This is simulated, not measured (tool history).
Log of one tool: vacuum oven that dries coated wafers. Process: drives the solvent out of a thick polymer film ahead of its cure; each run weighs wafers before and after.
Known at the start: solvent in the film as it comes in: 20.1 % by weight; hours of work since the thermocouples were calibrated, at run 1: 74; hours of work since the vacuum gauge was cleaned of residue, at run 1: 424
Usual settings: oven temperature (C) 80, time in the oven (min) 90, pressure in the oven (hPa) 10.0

run,day,oven temperature (C),time in the oven (min),pressure in the oven (hPa),hours of work since the thermocouples were calibrated,hours of work since the vacuum gauge was cleaned of residue,solvent left in the film (%)
1,0.000,80,90,10.0,74,424,1.60
2,1.142,80,90,10.0,96,446,1.73
3,1.775,80,90,10.0,108,458,1.71
4,2.446,80,90,10.0,121,471,1.85
5,3.350,80,90,10.0,138,488,1.65
6,3.917,80,90,10.0,149,498,1.71
7,4.617,80,90,10.0,162,512,1.60
8,5.371,80,90,10.0,176,526,1.72
9,6.212,80,90,10.0,192,542,1.72
10,7.188,80,90,10.0,210,560,1.73
11,8.079,80,90,10.0,227,577,1.72
12,8.712,80,90,10.0,239,589,1.68
13,9.662,80,90,10.0,257,607,1.72
14,10.238,80,90,10.0,268,618,1.63
15,11.362,80,90,10.0,289,639,1.72
16,12.150,80,90,10.0,304,654,1.75
17,12.879,80,51,10.0,318,668,4.28
18,14.096,80,90,10.0,341,691,1.61
19,14.642,80,121,10.0,351,701,0.87
20,15.488,80,121,35.4,367,717,1.74
21,16.167,80,121,35.4,380,730,1.85
22,17.388,80,121,35.4,403,753,1.81
23,18.354,80,121,35.4,422,772,1.83
24,19.258,80,121,35.4,439,789,1.84
25,20.358,80,121,35.4,460,809,1.66
26,20.867,93,53,18.0,469,819,0.97
27,21.462,93,53,8.4,481,830,0.85
28,22.375,93,53,8.4,498,848,0.81
29,23.308,93,53,8.4,515,865,0.86
30,23.912,93,53,11.9,527,877,0.86
31,24.579,93,146,14.6,539,889,0.34
32,25.438,68,133,22.4,556,906,4.24
33,26.096,68,133,22.4,568,918,4.27
34,26.921,80,90,11.0,584,934,1.81
35,27.438,80,90,11.0,594,943,1.78

Forecast run 36:
36,28.125,80,90,11.0,607,956,?

solvent left in the film (%): 1.68
Without the tool's hidden state the same run would have given solvent left in the film (%) 1.67.
